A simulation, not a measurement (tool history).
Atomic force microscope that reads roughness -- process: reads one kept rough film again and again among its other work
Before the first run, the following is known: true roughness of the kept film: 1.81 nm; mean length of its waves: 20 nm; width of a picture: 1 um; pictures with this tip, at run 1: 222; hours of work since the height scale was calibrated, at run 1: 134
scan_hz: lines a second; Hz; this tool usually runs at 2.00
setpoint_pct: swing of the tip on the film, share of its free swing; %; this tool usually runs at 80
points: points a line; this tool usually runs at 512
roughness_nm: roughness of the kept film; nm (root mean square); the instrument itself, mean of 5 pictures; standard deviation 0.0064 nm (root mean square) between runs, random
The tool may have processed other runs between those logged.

run,hour,scan_hz,setpoint_pct,points,pictures with this tip,hours of work since the height scale was calibrated,roughness_nm
1,0.0,2.00,80,512,222,134,1.241
2,13.6,2.00,80,512,236,139,1.238
3,24.6,0.59,80,512,248,144,1.428
4,35.6,0.59,80,512,259,149,1.417
5,52.1,0.59,80,512,276,156,1.430
6,65.7,2.00,80,390,290,161,1.228
7,78.8,1.29,80,390,304,167,1.328
8,93.7,1.29,80,277,320,173,1.295
9,110.2,0.52,80,512,337,180,1.434
10,123.9,2.00,80,636,351,186,1.236
11,134.0,2.00,80,636,362,190,1.251
12,141.7,2.00,80,636,370,193,1.236
13,148.7,2.00,67,512,377,196,1.367
# hour 161.1: new tip fitted
14,162.6,2.00,67,512,2,202,1.367
15,175.6,2.00,67,512,15,208,1.367
16,190.4,0.86,59,423,31,214,1.472
17,203.1,0.86,59,423,44,219,1.480
18,213.5,0.86,59,423,55,224,1.480
19,230.0,0.86,59,423,72,231,1.487
20,240.4,0.86,59,423,83,235,1.464
21,248.3,2.00,57,388,91,238,1.419
22,263.8,2.00,57,666,107,245,1.439
23,270.7,1.44,80,290,115,248,1.280
24,281.1,1.44,80,290,126,252,1.281
25,295.9,2.00,68,512,141,258,1.354
26,303.3,1.72,63,512,149,262,1.411
27,311.1,0.51,80,698,157,265,1.437
28,319.4,0.82,80,512,165,268,1.394
29,331.3,1.81,81,398,178,273,1.238
30,345.6,2.14,72,555,193,279,1.313

How the hidden state differs across the entries between the runs, from the last listed run before each to the first after it:
Runs 13 to 14: new tip fitted (hour 161.1)
  radius of the tip, nm: 10.3 -> 10

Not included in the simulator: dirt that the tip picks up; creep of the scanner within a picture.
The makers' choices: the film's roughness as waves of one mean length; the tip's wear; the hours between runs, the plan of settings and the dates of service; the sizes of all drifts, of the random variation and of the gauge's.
